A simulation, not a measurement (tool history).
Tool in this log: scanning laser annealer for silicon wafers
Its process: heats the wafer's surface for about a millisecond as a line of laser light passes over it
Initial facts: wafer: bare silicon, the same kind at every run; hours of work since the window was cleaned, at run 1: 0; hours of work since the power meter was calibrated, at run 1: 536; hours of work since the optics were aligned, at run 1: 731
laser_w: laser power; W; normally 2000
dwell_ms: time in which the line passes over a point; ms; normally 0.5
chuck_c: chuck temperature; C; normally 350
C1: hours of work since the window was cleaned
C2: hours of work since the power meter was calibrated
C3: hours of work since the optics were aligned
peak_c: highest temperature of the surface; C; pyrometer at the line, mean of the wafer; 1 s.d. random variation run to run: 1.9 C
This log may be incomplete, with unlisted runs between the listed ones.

{"run": 1, "hour": 0.0, "laser_w": 2000, "dwell_ms": 0.5, "chuck_c": 350, "C1": 0, "C2": 536, "C3": 731, "peak_c": 1141}
{"run": 2, "hour": 64.7, "laser_w": 2000, "dwell_ms": 0.5, "chuck_c": 350, "C1": 48, "C2": 584, "C3": 779, "peak_c": 1148}
{"run": 3, "hour": 149.8, "laser_w": 2145, "dwell_ms": 0.5, "chuck_c": 350, "C1": 111, "C2": 647, "C3": 842, "peak_c": 1218}
{"run": 4, "hour": 235.0, "laser_w": 2145, "dwell_ms": 0.5, "chuck_c": 350, "C1": 174, "C2": 710, "C3": 905, "peak_c": 1217}
{"run": 5, "hour": 325.6, "laser_w": 1790, "dwell_ms": 0.5, "chuck_c": 350, "C1": 241, "C2": 777, "C3": 972, "peak_c": 1042}
{"run": 6, "hour": 386.8, "laser_w": 1790, "dwell_ms": 0.5, "chuck_c": 350, "C1": 287, "C2": 823, "C3": 1018, "peak_c": 1040}
{"run": 7, "hour": 465.1, "laser_w": 1790, "dwell_ms": 0.5, "chuck_c": 350, "C1": 345, "C2": 881, "C3": 1076, "peak_c": 1039}
{"hour": 535.8, "done": "window over the wafer cleaned"}
{"run": 8, "hour": 544.0, "laser_w": 2105, "dwell_ms": 0.5, "chuck_c": 350, "C1": 6, "C2": 938, "C3": 1133, "peak_c": 1198}
{"run": 9, "hour": 583.6, "laser_w": 2105, "dwell_ms": 0.5, "chuck_c": 350, "C1": 35, "C2": 967, "C3": 1162, "peak_c": 1197}
{"run": 10, "hour": 669.3, "laser_w": 1930, "dwell_ms": 0.5, "chuck_c": 350, "C1": 99, "C2": 1031, "C3": 1226, "peak_c": 1109}
{"run": 11, "hour": 754.9, "laser_w": 1930, "dwell_ms": 0.5, "chuck_c": 325, "C1": 162, "C2": 1094, "C3": 1289, "peak_c": 1084}
{"run": 12, "hour": 803.9, "laser_w": 2000, "dwell_ms": 0.5, "chuck_c": 350, "C1": 199, "C2": 1130, "C3": 1325, "peak_c": 1144}
{"run": 13, "hour": 862.7, "laser_w": 2000, "dwell_ms": 0.5, "chuck_c": 350, "C1": 242, "C2": 1174, "C3": 1369, "peak_c": 1146}
{"run": 14, "hour": 918.2, "laser_w": 2000, "dwell_ms": 0.594, "chuck_c": 350, "C1": 283, "C2": 1215, "C3": 1410, "peak_c": 1224}
{"run": 15, "hour": 1001.8, "laser_w": 2000, "dwell_ms": 0.5, "chuck_c": 358, "C1": 345, "C2": 1277, "C3": 1472, "peak_c": 1152}
{"hour": 1041.5, "done": "optics aligned, line set to its width"}
{"run": 16, "hour": 1052.7, "laser_w": 2000, "dwell_ms": 0.5, "chuck_c": 350, "C1": 379, "C2": 1311, "C3": 8, "peak_c": 1145}
{"hour": 1080.3, "done": "window over the wafer cleaned"}
{"run": 17, "hour": 1143.2, "laser_w": 2000, "dwell_ms": 0.5, "chuck_c": 350, "C1": 47, "C2": 1377, "C3": 74, "peak_c": 1147}
{"run": 18, "hour": 1200.1, "laser_w": 2000, "dwell_ms": 0.506, "chuck_c": 350, "C1": 89, "C2": 1419, "C3": 116, "peak_c": 1147}
{"run": 19, "hour": 1247.2, "laser_w": 2000, "dwell_ms": 0.506, "chuck_c": 350, "C1": 124, "C2": 1454, "C3": 151, "peak_c": 1146}
{"run": 20, "hour": 1324.6, "laser_w": 2000, "dwell_ms": 0.506, "chuck_c": 350, "C1": 181, "C2": 1511, "C3": 208, "peak_c": 1151}
{"run": 21, "hour": 1421.9, "laser_w": 2000, "dwell_ms": 0.381, "chuck_c": 311, "C1": 253, "C2": 1583, "C3": 280, "peak_c": 995}

What does the tool deliver on the next run?
{"run": 22, "hour": 1477.0, "laser_w": 2012, "dwell_ms": 0.384, "chuck_c": 363, "C1": 294, "C2": 1624, "C3": 321, "peak_c": "?"}

{"run 22": {"peak_c": 1059}}
With no hidden state in the tool, this same run would have given peak_c 1060 C.

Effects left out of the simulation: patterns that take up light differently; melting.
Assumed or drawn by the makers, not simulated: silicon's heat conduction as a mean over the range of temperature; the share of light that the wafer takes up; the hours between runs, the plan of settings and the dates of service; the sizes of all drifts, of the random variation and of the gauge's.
